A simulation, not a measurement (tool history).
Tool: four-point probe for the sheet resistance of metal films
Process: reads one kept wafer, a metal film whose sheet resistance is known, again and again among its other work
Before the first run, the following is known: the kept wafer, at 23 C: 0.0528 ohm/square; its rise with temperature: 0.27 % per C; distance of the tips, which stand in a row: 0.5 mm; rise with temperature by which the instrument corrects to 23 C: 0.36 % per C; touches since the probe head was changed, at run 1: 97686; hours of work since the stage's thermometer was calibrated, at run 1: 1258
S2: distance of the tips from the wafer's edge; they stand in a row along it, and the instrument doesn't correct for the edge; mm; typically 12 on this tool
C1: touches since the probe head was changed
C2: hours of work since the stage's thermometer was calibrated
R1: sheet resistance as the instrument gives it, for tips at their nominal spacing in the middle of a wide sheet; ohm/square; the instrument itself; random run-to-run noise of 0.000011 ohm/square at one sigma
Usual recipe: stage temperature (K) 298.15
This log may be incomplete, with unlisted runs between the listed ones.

{"run": 1, "hour": 0.0, "stage temperature (K)": 298.15, "S2": 12, "C1": 97686, "C2": 1258, "R1": 0.053148}
{"run": 2, "hour": 24.5, "stage temperature (K)": 298.15, "S2": 9, "C1": 98975, "C2": 1274, "R1": 0.053175}
{"run": 3, "hour": 50.7, "stage temperature (K)": 298.15, "S2": 9, "C1": 100358, "C2": 1291, "R1": 0.053169}
{"run": 4, "hour": 100.7, "stage temperature (K)": 298.15, "S2": 9, "C1": 102992, "C2": 1325, "R1": 0.053184}
{"run": 5, "hour": 137.2, "stage temperature (K)": 298.15, "S2": 9, "C1": 104915, "C2": 1349, "R1": 0.053207}
{"run": 6, "hour": 168.9, "stage temperature (K)": 298.15, "S2": 5, "C1": 106582, "C2": 1370, "R1": 0.053416}
{"hour": 173.7, "done": "stage's thermometer calibrated"}
{"run": 7, "hour": 190.4, "stage temperature (K)": 298.15, "S2": 5, "C1": 107693, "C2": 11, "R1": 0.053383}
{"run": 8, "hour": 226.5, "stage temperature (K)": 295.15, "S2": 7, "C1": 109591, "C2": 35, "R1": 0.053403}
{"run": 9, "hour": 247.2, "stage temperature (K)": 300.15, "S2": 12, "C1": 110682, "C2": 49, "R1": 0.053067}
{"run": 10, "hour": 270.7, "stage temperature (K)": 300.15, "S2": 12, "C1": 111922, "C2": 64, "R1": 0.053071}
{"run": 11, "hour": 297.4, "stage temperature (K)": 308.15, "S2": 27, "C1": 113328, "C2": 82, "R1": 0.052688}
{"run": 12, "hour": 331.6, "stage temperature (K)": 308.15, "S2": 27, "C1": 115128, "C2": 105, "R1": 0.052685}
{"run": 13, "hour": 363.3, "stage temperature (K)": 308.15, "S2": 27, "C1": 116801, "C2": 126, "R1": 0.052696}
{"run": 14, "hour": 409.7, "stage temperature (K)": 308.15, "S2": 27, "C1": 119242, "C2": 156, "R1": 0.052687}

Predict each of these 4 candidate next runs independently; none follows another, all start after run 14:
{"hour": 413.1, "done": "stage's thermometer calibrated, once more"}
{"run": "A", "hour": 460.4, "stage temperature (K)": 300.15, "S2": 72, "C1": 121889, "C2": 31, "R1": "?"}
{"hour": 413.1, "done": "stage's thermometer calibrated, once more"}
{"run": "B", "hour": 460.4, "stage temperature (K)": 295.15, "S2": 27, "C1": 121889, "C2": 31, "R1": "?"}
{"hour": 413.1, "done": "stage's thermometer calibrated, once more"}
{"run": "C", "hour": 460.4, "stage temperature (K)": 301.15, "S2": 9, "C1": 121889, "C2": 31, "R1": "?"}
{"hour": 413.1, "done": "stage's thermometer calibrated, once more"}
{"run": "D", "hour": 460.4, "stage temperature (K)": 308.15, "S2": 7, "C1": 121889, "C2": 31, "R1": "?"}

run=A R1=0.053089
run=B R1=0.053359
run=C R1=0.053167
run=D R1=0.052897
The same runs, with their run-to-run variation unchanged, on a tool lacking any hidden condition would have given:
run=A R1=0.052607
run=B R1=0.052874
run=C R1=0.052684
run=D R1=0.052417
